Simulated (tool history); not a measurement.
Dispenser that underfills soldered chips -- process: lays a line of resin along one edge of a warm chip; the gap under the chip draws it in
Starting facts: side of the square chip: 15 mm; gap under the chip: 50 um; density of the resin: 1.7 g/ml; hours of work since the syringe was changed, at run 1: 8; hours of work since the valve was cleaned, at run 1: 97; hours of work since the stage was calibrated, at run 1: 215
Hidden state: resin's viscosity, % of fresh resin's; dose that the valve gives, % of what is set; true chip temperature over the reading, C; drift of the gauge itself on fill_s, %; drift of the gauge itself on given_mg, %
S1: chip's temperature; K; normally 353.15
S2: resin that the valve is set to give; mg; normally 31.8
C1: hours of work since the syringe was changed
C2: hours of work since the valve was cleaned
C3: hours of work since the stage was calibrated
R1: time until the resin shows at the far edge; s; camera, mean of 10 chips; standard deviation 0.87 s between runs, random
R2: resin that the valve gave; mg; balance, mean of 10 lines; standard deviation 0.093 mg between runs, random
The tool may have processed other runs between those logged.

{"run": 1, "day": 0.0, "S1": 353.15, "S2": 31.8, "C1": 8, "C2": 97, "C3": 215, "R1": 147.9, "R2": 30.52}
{"day": 0.1, "done": "new syringe of resin"}
{"run": 2, "day": 0.254, "S1": 353.15, "S2": 31.8, "C1": 2, "C2": 100, "C3": 218, "R1": 102.7, "R2": 30.58}
{"day": 0.417, "done": "dispensing valve cleaned and set on the balance"}
{"run": 3, "day": 0.554, "S1": 353.15, "S2": 31.8, "C1": 6, "C2": 2, "C3": 222, "R1": 134.8, "R2": 31.74}
{"day": 0.775, "done": "new syringe of resin"}
{"run": 4, "day": 0.8, "S1": 353.15, "S2": 31.8, "C1": 0, "C2": 6, "C3": 226, "R1": 91.9, "R2": 31.67}
{"run": 5, "day": 1.042, "S1": 353.15, "S2": 31.8, "C1": 4, "C2": 9, "C3": 229, "R1": 116.1, "R2": 31.58}
{"run": 6, "day": 1.254, "S1": 353.15, "S2": 31.8, "C1": 7, "C2": 13, "C3": 233, "R1": 145.0, "R2": 31.72}
{"day": 1.412, "done": "new syringe of resin"}
{"run": 7, "day": 1.433, "S1": 353.15, "S2": 31.8, "C1": 0, "C2": 15, "C3": 235, "R1": 91.7, "R2": 31.54}
{"run": 8, "day": 1.725, "S1": 353.15, "S2": 31.8, "C1": 5, "C2": 20, "C3": 240, "R1": 119.8, "R2": 31.58}
{"run": 9, "day": 1.925, "S1": 353.15, "S2": 31.8, "C1": 8, "C2": 23, "C3": 243, "R1": 148.5, "R2": 31.44}
{"day": 2.029, "done": "new syringe of resin"}
{"run": 10, "day": 2.225, "S1": 353.15, "S2": 31.8, "C1": 3, "C2": 27, "C3": 247, "R1": 106.3, "R2": 31.53}
{"run": 11, "day": 2.6, "S1": 353.15, "S2": 31.8, "C1": 9, "C2": 33, "C3": 253, "R1": 159.2, "R2": 31.51}
{"day": 2.662, "done": "new syringe of resin"}
{"run": 12, "day": 2.933, "S1": 353.15, "S2": 38.3, "C1": 4, "C2": 38, "C3": 258, "R1": 112.3, "R2": 37.74}
{"run": 13, "day": 3.15, "S1": 353.15, "S2": 38.3, "C1": 7, "C2": 41, "C3": 261, "R1": 141.8, "R2": 37.45}
{"day": 3.279, "done": "new syringe of resin"}
{"run": 14, "day": 3.354, "S1": 353.15, "S2": 34.0, "C1": 1, "C2": 44, "C3": 264, "R1": 96.0, "R2": 33.45}
{"run": 15, "day": 3.596, "S1": 353.15, "S2": 32.2, "C1": 5, "C2": 48, "C3": 268, "R1": 119.6, "R2": 31.65}
{"day": 3.908, "done": "new syringe of resin"}
{"run": 16, "day": 3.988, "S1": 353.15, "S2": 27.6, "C1": 1, "C2": 53, "C3": 273, "R1": 97.3, "R2": 27.01}
{"run": 17, "day": 4.254, "S1": 365.15, "S2": 31.8, "C1": 5, "C2": 57, "C3": 278, "R1": 87.0, "R2": 30.91}
{"run": 18, "day": 4.438, "S1": 365.15, "S2": 31.8, "C1": 8, "C2": 60, "C3": 280, "R1": 103.6, "R2": 31.08}
{"day": 4.529, "done": "new syringe of resin"}
{"run": 19, "day": 4.783, "S1": 365.15, "S2": 31.8, "C1": 4, "C2": 65, "C3": 285, "R1": 76.3, "R2": 31.01}
{"day": 5.138, "done": "new syringe of resin"}
{"run": 20, "day": 5.138, "S1": 365.15, "S2": 31.8, "C1": 0, "C2": 71, "C3": 291, "R1": 59.3, "R2": 30.85}
{"run": 21, "day": 5.35, "S1": 365.15, "S2": 31.8, "C1": 3, "C2": 74, "C3": 294, "R1": 74.9, "R2": 30.78}
{"run": 22, "day": 5.704, "S1": 365.15, "S2": 31.8, "C1": 9, "C2": 79, "C3": 299, "R1": 107.4, "R2": 30.91}
{"day": 5.75, "done": "new syringe of resin"}
{"run": 23, "day": 6.012, "S1": 365.15, "S2": 31.8, "C1": 4, "C2": 84, "C3": 304, "R1": 77.9, "R2": 30.62}
{"run": 24, "day": 6.217, "S1": 343.15, "S2": 36.7, "C1": 7, "C2": 87, "C3": 307, "R1": 199.5, "R2": 35.4}
{"day": 6.392, "done": "new syringe of resin"}
{"run": 25, "day": 6.562, "S1": 343.15, "S2": 36.7, "C1": 3, "C2": 92, "C3": 312, "R1": 154.4, "R2": 35.34}
{"run": 26, "day": 6.838, "S1": 343.15, "S2": 36.7, "C1": 7, "C2": 96, "C3": 316, "R1": 202.1, "R2": 35.36}
{"day": 7.008, "done": "new syringe of resin"}
{"day": 7.279, "done": "dispensing valve cleaned and set on the balance"}
{"run": 27, "day": 7.292, "S1": 366.15, "S2": 28.6, "C1": 4, "C2": 0, "C3": 322, "R1": 76.5, "R2": 28.57}
{"run": 28, "day": 7.496, "S1": 366.15, "S2": 28.6, "C1": 7, "C2": 3, "C3": 325, "R1": 94.0, "R2": 28.47}
{"day": 7.667, "done": "new syringe of resin"}
{"run": 29, "day": 7.812, "S1": 341.15, "S2": 28.2, "C1": 2, "C2": 8, "C3": 330, "R1": 162.9, "R2": 28.13}
{"run": 30, "day": 8.075, "S1": 341.15, "S2": 28.2, "C1": 6, "C2": 12, "C3": 334, "R1": 216.6, "R2": 28.05}
{"day": 8.308, "done": "new syringe of resin"}
{"run": 31, "day": 8.312, "S1": 341.15, "S2": 28.2, "C1": 0, "C2": 15, "C3": 337, "R1": 141.8, "R2": 28.05}
{"run": 32, "day": 8.708, "S1": 366.15, "S2": 36.4, "C1": 6, "C2": 21, "C3": 344, "R1": 88.3, "R2": 36.0}
{"day": 8.917, "done": "new syringe of resin"}
{"run": 33, "day": 9.125, "S1": 366.15, "S2": 36.4, "C1": 3, "C2": 28, "C3": 350, "R1": 72.1, "R2": 35.95}
{"run": 34, "day": 9.375, "S1": 366.15, "S2": 36.4, "C1": 7, "C2": 31, "C3": 353, "R1": 93.7, "R2": 36.14}
{"day": 9.533, "done": "new syringe of resin"}
{"run": 35, "day": 9.646, "S1": 343.15, "S2": 33.8, "C1": 2, "C2": 35, "C3": 357, "R1": 144.7, "R2": 33.32}

What would each run have given without the hidden state, its run-to-run variation left as it was?
run=1 R1=81.1 R2=31.63
run=2 R1=80.6 R2=31.74
run=3 R1=81.2 R2=31.80
run=4 R1=82.8 R2=31.78
run=5 R1=81.8 R2=31.73
run=6 R1=82.3 R2=31.91
run=7 R1=83.4 R2=31.76
run=8 R1=80.6 R2=31.86
run=9 R1=81.5 R2=31.75
run=10 R1=81.0 R2=31.90
run=11 R1=82.6 R2=31.94
run=12 R1=80.0 R2=38.32
run=13 R1=80.9 R2=38.08
run=14 R1=82.7 R2=34.05
run=15 R1=80.2 R2=32.26
run=16 R1=82.6 R2=27.59
run=17 R1=56.3 R2=31.63
run=18 R1=55.7 R2=31.83
run=19 R1=54.2 R2=31.82
run=20 R1=54.7 R2=31.72
run=21 R1=55.4 R2=31.68
run=22 R1=55.4 R2=31.88
run=23 R1=55.7 R2=31.64
run=24 R1=114.5 R2=36.62
run=25 R1=117.3 R2=36.63
run=26 R1=115.3 R2=36.70
run=27 R1=54.6 R2=28.59
run=28 R1=54.2 R2=28.52
run=29 R1=124.7 R2=28.24
run=30 R1=126.8 R2=28.19
run=31 R1=126.3 R2=28.22
run=32 R1=52.9 R2=36.31
run=33 R1=53.3 R2=36.34
run=34 R1=53.7 R2=36.58
run=35 R1=116.1 R2=33.78

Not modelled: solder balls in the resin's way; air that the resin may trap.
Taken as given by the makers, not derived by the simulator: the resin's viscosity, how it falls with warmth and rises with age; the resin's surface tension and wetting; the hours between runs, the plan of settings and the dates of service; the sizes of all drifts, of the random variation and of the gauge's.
